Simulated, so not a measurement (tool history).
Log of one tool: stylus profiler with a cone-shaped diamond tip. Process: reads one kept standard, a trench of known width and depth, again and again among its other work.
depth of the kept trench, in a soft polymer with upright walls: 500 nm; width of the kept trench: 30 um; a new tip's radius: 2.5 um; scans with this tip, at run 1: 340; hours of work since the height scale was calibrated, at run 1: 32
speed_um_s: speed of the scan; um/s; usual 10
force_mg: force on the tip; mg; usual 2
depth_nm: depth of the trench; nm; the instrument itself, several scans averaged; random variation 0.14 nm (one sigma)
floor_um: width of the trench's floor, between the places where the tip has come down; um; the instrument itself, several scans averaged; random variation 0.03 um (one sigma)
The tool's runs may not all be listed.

run    hour  speed_um_s  force_mg  scans with this tip  hours of work since the height scale was calibrated  depth_nm  floor_um
  1       0          10         2                  340                                                   32    503.32     26.97
  2    51.4          10         2                  631                                                   59    503.36     26.93
  3   160.7          10         2                 1250                                                  116    502.98     26.94
  4   226.6          10      1.32                 1623                                                  151    502.74     26.89
  5   290.6          10      1.32                 1985                                                  185     502.5      26.9
  6     373          15      1.32                 2451                                                  228    502.59     26.88
  7   482.9          15      1.32                 3073                                                  286    502.45     26.89
  8   543.2          15      1.32                 3415                                                  318    502.38     26.89
  9   597.2          15      1.32                 3720                                                  346    502.41     26.88
 10   689.4          15      1.32                 4242                                                  395    502.36     26.93
 11   736.9          10         2                 4511                                                  420    503.27     26.94
 12   784.9          10         2                 4783                                                  445    503.28     26.96
 13   848.3          10         2                 5141                                                  478     503.3     26.88
 14   935.8          10         2                 5637                                                  524    503.12     26.93
 15   988.4          10      3.12                 5934                                                  552    504.48     26.87
 16  1077.2          10      3.53                 6437                                                  599    504.63     26.96
 17    1152          10         2                 6860                                                  638    503.42     26.94
 18  1249.9          10         2                 7414                                                  690    503.17     26.96
 19  1339.8          10         2                 7923                                                  737    502.99     26.93
 20  1435.6          39         2                 8465                                                  787    503.31     26.76
 21  1532.7          39         2                 9015                                                  839    503.01     26.75
 22  1637.4          39         2                 9607                                                  894    502.91     26.76
 23  1747.5          39         2                10231                                                  952    503.36     26.86
 24  1839.3          26         2                10750                                                 1000    503.35     26.92
 25  1884.2          26         2                11004                                                 1024    503.27     26.77
 26  1993.6          10      2.12                11623                                                 1081    503.54      26.9
 27  2083.7          10      1.22                12134                                                 1129     502.5     26.94
 28  2156.2           2      1.11                12544                                                 1167    502.37     26.94
 29  2229.6          20      0.88                12959                                                 1206    501.85     26.85
 30  2312.7           2      0.88                13430                                                 1249    501.98     26.98
 31  2398.1           2      0.88                13913                                                 1294    501.96     26.97
     2442.4  -- new tip fitted, height scale calibrated
 32  2506.6           2      0.88                  364                                                   34    501.85        27
 33  2603.9          15      0.88                  914                                                   85    502.02     26.88
 34  2692.2          23      3.75                 1414                                                  132    505.06     26.94
 35  2781.4          23      0.71                 1919                                                  179    501.53     26.83
 36  2868.6          23      4.03                 2412                                                  224    505.06     26.94
 37  2959.2           7      0.67                 2925                                                  272    501.92     26.97

Run 38 comes next. What will it give?
 38  3044.1           7      0.67                 3406                                                  317         ?         ?

{"run 38": {"depth_nm": 501.68, "floor_um": 26.95}}
Without the tool's hidden state the same run would have given depth_nm 501.68 nm, floor_um 26.96 um.

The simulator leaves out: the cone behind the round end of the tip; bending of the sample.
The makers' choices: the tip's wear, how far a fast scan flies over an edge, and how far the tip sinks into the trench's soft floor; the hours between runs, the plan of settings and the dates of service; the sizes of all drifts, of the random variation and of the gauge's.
